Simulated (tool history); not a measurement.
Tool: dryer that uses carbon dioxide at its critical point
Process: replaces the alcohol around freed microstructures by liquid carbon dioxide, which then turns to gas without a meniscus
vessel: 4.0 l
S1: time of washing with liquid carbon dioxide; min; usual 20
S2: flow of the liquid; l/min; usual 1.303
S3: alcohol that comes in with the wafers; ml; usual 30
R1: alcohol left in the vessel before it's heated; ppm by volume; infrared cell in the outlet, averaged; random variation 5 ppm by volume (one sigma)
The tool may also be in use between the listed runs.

run    hour  S1     S2   S3   R1
  1     0.0  20  1.303   30   31
  2    43.9  20  1.303   54   53
  3   102.3  20  1.303   62   66
  4   155.4  20  1.303   62   79
  5   185.9  20  1.303   20   34
  6   231.6  20  1.303   20   48
  7   267.3  19  1.303   20   59
  8   302.0  20  1.303   30   63
  9   333.1  20  1.303   30   54
 10   364.2  20  1.303   30   65
 11   407.1  20  1.303   30   70
 12   443.2  15  1.303   30  155
 13   504.0  15  1.303   30  158
 14   551.4  15  1.303   30  178
 15   576.7  24  1.303   30   54
 16   623.0  24  1.303   30   58
 17   662.5  20  1.303   30   84
 18   688.5  20  1.303   30   93
 19   732.5  20  1.303   30   88
      779.1  -- inlet filter changed
 20   790.4  19  1.303   30   80
 21   819.5  20  1.550   30   65
 22   861.0  20  1.550   30   66
 23   895.2  20  1.550   30   69
 24   926.3  20  1.550   30   73
 25   960.3  28  1.560   21   64
 26  1001.9  28  1.560   21   66
 27  1045.2  28  1.560   21   67
 28  1103.8  27  1.303   75   85
 29  1162.2  27  1.303   75   71
 30  1192.5  16  1.300   81  313
 31  1245.2  20  1.180   30  138
 32  1286.6  20  1.180   30  142
 33  1312.2  20  1.180   30  135
 34  1355.4  20  1.510   22   93
 35  1411.6  20  1.510   22   93
 36  1458.1  15  0.950   23  408
 37  1498.6  15  0.950   23  437
 38  1553.4  15  1.800   23  122
 39  1594.4  20  1.630   30  111
     1619.1  -- inlet filter changed
 40  1639.8  22  1.040   30  151
 41  1673.9  29  1.140   25  110
 42  1731.3  20  1.000   54  276
 43  1772.7  13  1.840   99  216
 44  1804.9  14  1.303   46  308
 45  1851.2  20  1.303  102  193
 46  1887.3  22  2.200  102  115

5 ways to go on from here, each from the tool as it stands after run 46. What would each give?
  A  1939.1  28  2.200  102   ?
  B  1939.1  20  1.303   46   ?
  C  1939.1  25  1.303   78   ?
  D  1939.1  12  1.303   30   ?
  E  1939.1  24  1.670   30   ?

run   R1
  A  116
  B  160
  C  139
  D  356
  E  127
Without the tool's hidden state the same runs would have given:
run   R1
  A    0
  B   37
  C   24
  D  197
  E   11
